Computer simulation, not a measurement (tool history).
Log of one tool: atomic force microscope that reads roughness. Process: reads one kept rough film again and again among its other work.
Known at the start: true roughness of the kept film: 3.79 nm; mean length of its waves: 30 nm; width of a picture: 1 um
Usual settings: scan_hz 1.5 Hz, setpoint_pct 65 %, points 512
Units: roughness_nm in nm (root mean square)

{"run": 1, "hour": 0.0, "scan_hz": 1.5, "setpoint_pct": 65, "points": 512, "roughness_nm": 3.166}
{"hour": 7.6, "done": "new tip fitted"}
{"run": 2, "hour": 20.8, "scan_hz": 1.5, "setpoint_pct": 65, "points": 512, "roughness_nm": 3.16}
{"run": 3, "hour": 37.2, "scan_hz": 1.5, "setpoint_pct": 65, "points": 512, "roughness_nm": 3.156}
{"run": 4, "hour": 59.6, "scan_hz": 1.5, "setpoint_pct": 65, "points": 512, "roughness_nm": 3.17}
{"hour": 63.5, "done": "new tip fitted"}
{"run": 5, "hour": 82.2, "scan_hz": 1.5, "setpoint_pct": 71, "points": 512, "roughness_nm": 3.09}
{"run": 6, "hour": 103.4, "scan_hz": 1.5, "setpoint_pct": 71, "points": 512, "roughness_nm": 3.107}
{"hour": 119.1, "done": "new tip fitted"}
{"run": 7, "hour": 127.1, "scan_hz": 1.5, "setpoint_pct": 76, "points": 512, "roughness_nm": 3.033}
{"run": 8, "hour": 147.1, "scan_hz": 1.5, "setpoint_pct": 65, "points": 854, "roughness_nm": 3.186}
{"run": 9, "hour": 161.7, "scan_hz": 1.5, "setpoint_pct": 65, "points": 512, "roughness_nm": 3.184}
{"hour": 175.2, "done": "new tip fitted"}
{"run": 10, "hour": 175.4, "scan_hz": 3.23, "setpoint_pct": 65, "points": 512, "roughness_nm": 2.972}
{"run": 11, "hour": 195.2, "scan_hz": 1.5, "setpoint_pct": 65, "points": 647, "roughness_nm": 3.165}
{"run": 12, "hour": 214.8, "scan_hz": 1.5, "setpoint_pct": 65, "points": 647, "roughness_nm": 3.173}
{"hour": 230.2, "done": "new tip fitted"}
{"run": 13, "hour": 230.2, "scan_hz": 1.5, "setpoint_pct": 65, "points": 647, "roughness_nm": 3.201}
{"run": 14, "hour": 255.3, "scan_hz": 1.5, "setpoint_pct": 65, "points": 471, "roughness_nm": 3.203}
{"run": 15, "hour": 281.9, "scan_hz": 1.5, "setpoint_pct": 65, "points": 471, "roughness_nm": 3.181}
{"hour": 285.4, "done": "new tip fitted"}
{"run": 16, "hour": 303.4, "scan_hz": 1.5, "setpoint_pct": 75, "points": 512, "roughness_nm": 3.038}
{"run": 17, "hour": 318.9, "scan_hz": 1.5, "setpoint_pct": 65, "points": 512, "roughness_nm": 3.152}
{"run": 18, "hour": 331.4, "scan_hz": 1.5, "setpoint_pct": 65, "points": 512, "roughness_nm": 3.189}
{"hour": 341.5, "done": "new tip fitted"}
{"run": 19, "hour": 350.8, "scan_hz": 1.5, "setpoint_pct": 65, "points": 519, "roughness_nm": 3.178}
{"run": 20, "hour": 379.3, "scan_hz": 1.5, "setpoint_pct": 65, "points": 519, "roughness_nm": 3.171}
{"run": 21, "hour": 391.1, "scan_hz": 2.38, "setpoint_pct": 62, "points": 273, "roughness_nm": 3.064}
{"hour": 398.6, "done": "new tip fitted"}
{"run": 22, "hour": 407.0, "scan_hz": 3.4, "setpoint_pct": 62, "points": 512, "roughness_nm": 3.009}
{"run": 23, "hour": 426.4, "scan_hz": 0.84, "setpoint_pct": 79, "points": 727, "roughness_nm": 3.119}
{"run": 24, "hour": 442.2, "scan_hz": 0.91, "setpoint_pct": 65, "points": 904, "roughness_nm": 3.259}
{"hour": 454.2, "done": "new tip fitted"}
{"run": 25, "hour": 458.5, "scan_hz": 0.63, "setpoint_pct": 86, "points": 690, "roughness_nm": 3.138}
{"run": 26, "hour": 480.2, "scan_hz": 0.63, "setpoint_pct": 86, "points": 690, "roughness_nm": 3.121}
{"run": 27, "hour": 494.1, "scan_hz": 0.63, "setpoint_pct": 86, "points": 690, "roughness_nm": 3.124}
{"hour": 509.3, "done": "new tip fitted"}
{"run": 28, "hour": 520.6, "scan_hz": 2.75, "setpoint_pct": 79, "points": 335, "roughness_nm": 2.691}
{"run": 29, "hour": 540.8, "scan_hz": 1.1, "setpoint_pct": 65, "points": 743, "roughness_nm": 3.248}
{"hour": 564.4, "done": "new tip fitted"}
{"run": 30, "hour": 567.8, "scan_hz": 2.98, "setpoint_pct": 65, "points": 925, "roughness_nm": 3.003}
{"run": 31, "hour": 585.7, "scan_hz": 1.5, "setpoint_pct": 76, "points": 804, "roughness_nm": 2.999}
{"run": 32, "hour": 611.1, "scan_hz": 1.5, "setpoint_pct": 76, "points": 438, "roughness_nm": 3.003}
{"hour": 620.3, "done": "new tip fitted"}
{"run": 33, "hour": 632.6, "scan_hz": 2.06, "setpoint_pct": 85, "points": 294, "roughness_nm": 2.68}
{"run": 34, "hour": 658.4, "scan_hz": 2.06, "setpoint_pct": 85, "points": 294, "roughness_nm": 2.681}
{"hour": 675.7, "done": "new tip fitted"}
{"run": 35, "hour": 681.5, "scan_hz": 2.06, "setpoint_pct": 85, "points": 294, "roughness_nm": 2.686}
{"run": 36, "hour": 702.4, "scan_hz": 2.06, "setpoint_pct": 85, "points": 294, "roughness_nm": 2.645}
{"run": 37, "hour": 714.2, "scan_hz": 1.5, "setpoint_pct": 65, "points": 590, "roughness_nm": 3.174}
{"run": 38, "hour": 727.8, "scan_hz": 1.96, "setpoint_pct": 65, "points": 713, "roughness_nm": 3.122}
{"hour": 732.1, "done": "new tip fitted"}
{"run": 39, "hour": 745.4, "scan_hz": 1.96, "setpoint_pct": 65, "points": 713, "roughness_nm": 3.124}
{"run": 40, "hour": 761.4, "scan_hz": 1.96, "setpoint_pct": 65, "points": 713, "roughness_nm": 3.098}

Hidden state or all else? Some run-to-run changes of roughness_nm, split into what the settings, what came in and random variation would give without the hidden state, and what is left for the hidden state (with any gauge scatter that isn't in both results):
The hidden state here: radius of the tip, nm; height scale over the true one, %; drift of the gauge itself on roughness_nm, %.
Run 9 -> 10: scan_hz 1.5 -> 3.23, new tip fitted. roughness_nm -0.212 nm (root mean square): hidden state +0.011, all else -0.223.
Run 18 -> 19: points 512 -> 519, new tip fitted. roughness_nm -0.011 nm (root mean square): hidden state +0.01, all else -0.021.
Run 21 -> 22: scan_hz 2.38 -> 3.4, points 273 -> 512, new tip fitted. roughness_nm -0.055 nm (root mean square): hidden state +0.01, all else -0.065.
Run 27 -> 28: scan_hz 0.63 -> 2.75, setpoint_pct 86 -> 79, points 690 -> 335, new tip fitted. roughness_nm -0.433 nm (root mean square): hidden state +0.009, all else -0.442.
Run 28 -> 29: scan_hz 2.75 -> 1.1, setpoint_pct 79 -> 65, points 335 -> 743. roughness_nm +0.557 nm (root mean square): hidden state -0.006, all else +0.563.
Run 36 -> 37: scan_hz 2.06 -> 1.5, setpoint_pct 85 -> 65, points 294 -> 590. roughness_nm +0.529 nm (root mean square): hidden state -0.004, all else +0.533.
